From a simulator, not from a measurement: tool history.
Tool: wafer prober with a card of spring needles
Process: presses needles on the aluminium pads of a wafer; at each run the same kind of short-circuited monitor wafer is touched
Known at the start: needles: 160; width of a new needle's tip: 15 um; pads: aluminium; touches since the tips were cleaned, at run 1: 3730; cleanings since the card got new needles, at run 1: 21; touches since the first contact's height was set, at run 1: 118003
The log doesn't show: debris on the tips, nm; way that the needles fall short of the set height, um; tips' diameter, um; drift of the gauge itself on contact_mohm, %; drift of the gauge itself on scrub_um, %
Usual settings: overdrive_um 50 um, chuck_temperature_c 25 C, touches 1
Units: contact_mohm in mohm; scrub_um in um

| run | hour | overdrive_um | chuck_temperature_c | touches | touches since the tips were cleaned | cleanings since the card got new needles | touches since the first contact's height was set | contact_mohm | scrub_um |
|---|---|---|---|---|---|---|---|---|---|
| 1 | 0 | 50 | 25 | 1 | 3730 | 21 | 118003 | 145 | 13.58 |
|  | 4.9 | tips cleaned on abrasive film |
| 2 | 11.4 | 68 | 25 | 1 | 1195 | 22 | 120079 | 136 | 18.47 |
| 3 | 22.9 | 68 | 25 | 1 | 3322 | 22 | 122206 | 136 | 18.49 |
|  | 30.5 | tips cleaned on abrasive film |
| 4 | 39.2 | 68 | 25 | 1 | 1602 | 23 | 125176 | 136 | 18.54 |
|  | 47.5 | height of the first contact set anew |
| 5 | 53.4 | 50 | 25 | 1 | 4162 | 23 | 1082 | 142 | 13.61 |
|  | 56.8 | tips cleaned on abrasive film |
| 6 | 67.8 | 50 | 25 | 1 | 2021 | 24 | 3706 | 141 | 13.67 |
| 7 | 76.8 | 50 | 25 | 1 | 3678 | 24 | 5363 | 146 | 13.65 |
|  | 82.2 | tips cleaned on abrasive film |
| 8 | 93.6 | 50 | 25 | 1 | 2093 | 25 | 8443 | 141 | 13.69 |
|  | 107.7 | tips cleaned on abrasive film |
| 9 | 109.1 | 50 | 25 | 1 | 260 | 26 | 11284 | 142 | 13.7 |
| 10 | 129.5 | 50 | 25 | 1 | 4002 | 26 | 15026 | 144 | 13.72 |
|  | 132.6 | tips cleaned on abrasive film |
| 11 | 140.1 | 50 | 25 | 1 | 1376 | 27 | 16955 | 145 | 13.72 |
| 12 | 156.4 | 50 | 25 | 1 | 4373 | 27 | 19952 | 142 | 13.73 |
|  | 158 | tips cleaned on abrasive film |
| 13 | 167 | 47 | 25 | 1 | 1654 | 28 | 21893 | 144 | 12.9 |
|  | 183.2 | tips cleaned on abrasive film |
| 14 | 185.3 | 36 | 60 | 2 | 385 | 29 | 25241 | 165 | 9.92 |
| 15 | 197.1 | 36 | 53 | 2 | 2551 | 29 | 27407 | 161 | 9.93 |
|  | 209 | tips cleaned on abrasive film |
|  | 210.7 | gauge calibrated |
| 16 | 212.6 | 61 | 53 | 3 | 653 | 30 | 30237 | 145 | 16.57 |
| 17 | 224.7 | 61 | 53 | 3 | 2879 | 30 | 32463 | 144 | 16.59 |
|  | 233.8 | tips cleaned on abrasive film |
| 18 | 235.9 | 61 | 53 | 3 | 395 | 31 | 34521 | 142 | 16.61 |
| 19 | 245.6 | 61 | 25 | 1 | 2181 | 31 | 36307 | 141 | 16.6 |
| 20 | 257.1 | 46 | 62 | 1 | 4281 | 31 | 38407 | 155 | 12.52 |
|  | 258.3 | tips cleaned on abrasive film |
| 21 | 270.4 | 35 | 61 | 1 | 2227 | 32 | 40852 | 166 | 9.55 |
|  | 284 | tips cleaned on abrasive film |
| 22 | 287.1 | 36 | 27 | 1 | 563 | 33 | 43890 | 156 | 9.82 |
| 23 | 295.7 | 60 | 27 | 1 | 2154 | 33 | 45481 | 139 | 16.4 |

Measured less the same run without the tool's hidden state. The same run-to-run variation is in both; the gauge's scatter may not be:
| run | scrub_um |
|---|---|
| 1 | +0 |
| 2 | +0.01 |
| 3 | +0.03 |
| 4 | +0.05 |
| 5 | +0.05 |
| 6 | +0.06 |
| 7 | +0.07 |
| 8 | +0.08 |
| 9 | +0.1 |
| 10 | +0.12 |
| 11 | +0.13 |
| 12 | +0.15 |
| 13 | +0.14 |
| 14 | +0.12 |
| 15 | +0.13 |
| 16 | +0 |
| 17 | +0.02 |
| 18 | +0.03 |
| 19 | +0.04 |
| 20 | +0.04 |
| 21 | +0.04 |
| 22 | +0.05 |
| 23 | +0.09 |
contact_mohm: within 1 mohm of the measured result in every run.

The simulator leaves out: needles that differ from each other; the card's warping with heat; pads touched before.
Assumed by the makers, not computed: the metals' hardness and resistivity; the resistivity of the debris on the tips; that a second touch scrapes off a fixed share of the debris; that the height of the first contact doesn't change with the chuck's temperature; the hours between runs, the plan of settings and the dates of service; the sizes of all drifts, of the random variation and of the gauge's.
